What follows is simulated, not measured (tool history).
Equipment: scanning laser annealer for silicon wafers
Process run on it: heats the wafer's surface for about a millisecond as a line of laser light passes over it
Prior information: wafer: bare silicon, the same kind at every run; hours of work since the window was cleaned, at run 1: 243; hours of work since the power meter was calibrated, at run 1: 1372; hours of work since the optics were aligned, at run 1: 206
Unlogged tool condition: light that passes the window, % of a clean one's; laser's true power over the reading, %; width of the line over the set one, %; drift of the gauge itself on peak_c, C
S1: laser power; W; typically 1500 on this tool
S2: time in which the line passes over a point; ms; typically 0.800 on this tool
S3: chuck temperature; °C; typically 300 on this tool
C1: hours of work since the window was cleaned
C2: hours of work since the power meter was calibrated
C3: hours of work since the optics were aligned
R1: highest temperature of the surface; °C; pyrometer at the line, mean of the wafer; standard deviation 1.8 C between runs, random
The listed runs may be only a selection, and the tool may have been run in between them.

| run | hour | S1 | S2 | S3 | C1 | C2 | C3 | R1 |
|---|---|---|---|---|---|---|---|---|
| 1 | 0.0 | 1500 | 0.800 | 300 | 243 | 1372 | 206 | 1028 |
| 2 | 35.9 | 1500 | 0.800 | 300 | 260 | 1390 | 223 | 1028 |
| 3 | 99.3 | 1500 | 0.678 | 300 | 291 | 1421 | 254 | 961 |
| 4 | 167.5 | 1500 | 0.678 | 300 | 325 | 1454 | 288 | 963 |
| 5 | 222.9 | 1500 | 0.800 | 292 | 352 | 1481 | 315 | 1020 |
| 6 | 266.5 | 1500 | 0.911 | 326 | 373 | 1502 | 336 | 1110 |
| 7 | 317.5 | 1500 | 0.573 | 302 | 398 | 1527 | 361 | 904 |
| 8 | 371.1 | 1558 | 0.707 | 309 | 424 | 1554 | 387 | 1013 |
| 9 | 433.4 | 1409 | 0.956 | 317 | 454 | 1584 | 417 | 1079 |
| 10 | 477.5 | 1307 | 0.837 | 309 | 476 | 1605 | 439 | 965 |

Branching from run 10: 5 alternative next runs. What would each branch give?
| A | 522.8 | 1500 | 0.800 | 312 | 498 | 1628 | 461 | ? |
| B | 522.8 | 1448 | 0.660 | 300 | 498 | 1628 | 461 | ? |
| C | 522.8 | 1499 | 0.632 | 333 | 498 | 1628 | 461 | ? |
| D | 522.8 | 1397 | 0.797 | 299 | 498 | 1628 | 461 | ? |
| E | 522.8 | 1500 | 0.800 | 336 | 498 | 1628 | 461 | ? |

| run | R1 |
|---|---|
| A | 1043 |
| B | 932 |
| C | 967 |
| D | 977 |
| E | 1066 |
The same runs, with their run-to-run variation unchanged, on a tool lacking any hidden condition would have given:
| run | R1 |
|---|---|
| A | 1045 |
| B | 933 |
| C | 968 |
| D | 978 |
| E | 1068 |
